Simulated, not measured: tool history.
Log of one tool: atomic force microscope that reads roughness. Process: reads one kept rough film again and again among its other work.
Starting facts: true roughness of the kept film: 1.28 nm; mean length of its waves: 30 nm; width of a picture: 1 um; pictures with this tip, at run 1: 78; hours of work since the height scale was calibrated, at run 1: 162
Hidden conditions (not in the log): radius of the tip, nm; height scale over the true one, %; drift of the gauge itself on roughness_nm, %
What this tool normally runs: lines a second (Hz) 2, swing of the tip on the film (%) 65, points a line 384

run   hour  lines a second (Hz)  swing of the tip on the film (%)  points a line  pictures with this tip  hours of work since the height scale was calibrated  roughness of the kept film (nm (root mean square))
  1      0                    2                                65            384                      78                                                  162                                               1.126
  2   14.6                    2                                65            384                     103                                                  171                                               1.117
  3     26                    2                                65            384                     123                                                  179                                               1.122
  4   34.3                    2                                65            384                     137                                                  184                                               1.104
      48.6  -- new tip fitted
  5   50.8                    2                                65            384                       4                                                  195                                               1.147
  6     61                    2                                65            384                      21                                                  201                                               1.143
  7   71.9                    2                                76            384                      40                                                  208                                               1.081
  8   80.8                    2                                87            461                      56                                                  214                                               1.003
  9   90.5                 2.48                                90            285                      73                                                  220                                               0.922
 10  100.8                 0.59                                59            260                      90                                                  227                                               1.155
 11  109.1                 0.59                                59            260                     105                                                  233                                               1.159
 12  126.6                 0.59                                59            260                     135                                                  244                                               1.149

How the hidden state differs across the entries between the runs, from the last listed run before each to the first after it:
Logged between run 4 and run 5: new tip fitted (hour 48.6)
  radius of the tip, nm: 13.5 -> 7.9
  what was measured, less what the result would be without the hidden state, roughness of the kept film (nm (root mean square)): -0.038 -> -0.004
